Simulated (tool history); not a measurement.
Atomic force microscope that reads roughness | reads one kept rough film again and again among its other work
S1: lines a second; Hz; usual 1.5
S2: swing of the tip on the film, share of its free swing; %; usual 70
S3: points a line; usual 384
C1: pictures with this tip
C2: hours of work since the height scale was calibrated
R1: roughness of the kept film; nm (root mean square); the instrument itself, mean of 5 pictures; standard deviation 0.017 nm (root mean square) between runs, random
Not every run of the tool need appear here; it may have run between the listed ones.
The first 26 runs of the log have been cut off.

run,day,S1,S2,S3,C1,C2,R1
27,35.312,2.43,76,384,48,1442,3.443
28,36.404,3.81,62,384,93,1459,3.225
# day 37.25: new tip fitted
29,37.25,2.05,78,735,0,1472,3.89
30,38.529,2.95,55,265,52,1493,3.578
# day 40.312: new tip fitted
31,40.421,2.95,55,265,4,1522,3.979
32,41.408,2.95,55,265,45,1538,3.617
33,42.817,0.87,69,986,102,1560,3.315
# day 43.321: new tip fitted
34,44.017,0.87,69,986,29,1578,3.847
35,45.65,1.69,63,384,95,1604,3.328
# day 46.346: new tip fitted
36,47.508,1.5,70,842,47,1633,3.636
37,49.258,2.22,77,1019,119,1661,3.076
# day 49.417: new tip fitted
38,50.458,2.92,84,687,42,1679,3.282
39,52.379,2.92,70,773,121,1710,3.023
# day 52.567: new tip fitted
40,54.083,2.92,70,773,62,1736,3.421
41,55.121,2.92,70,773,105,1752,3.144

What if the next run were any one of these 3? Each begins from the tool's condition after run 41:
# day 55.646: new tip fitted
A,56.262,2.92,73,773,26,1770,?
# day 55.646: new tip fitted
B,56.262,1.5,70,442,26,1770,?
# day 55.646: new tip fitted
C,56.262,2.92,58,773,26,1770,?

run,R1
A,3.605
B,3.75
C,3.772
Stripped of hidden state, with their random variation kept, the same runs would have yielded:
run,R1
A,3.896
B,4.052
C,4.075
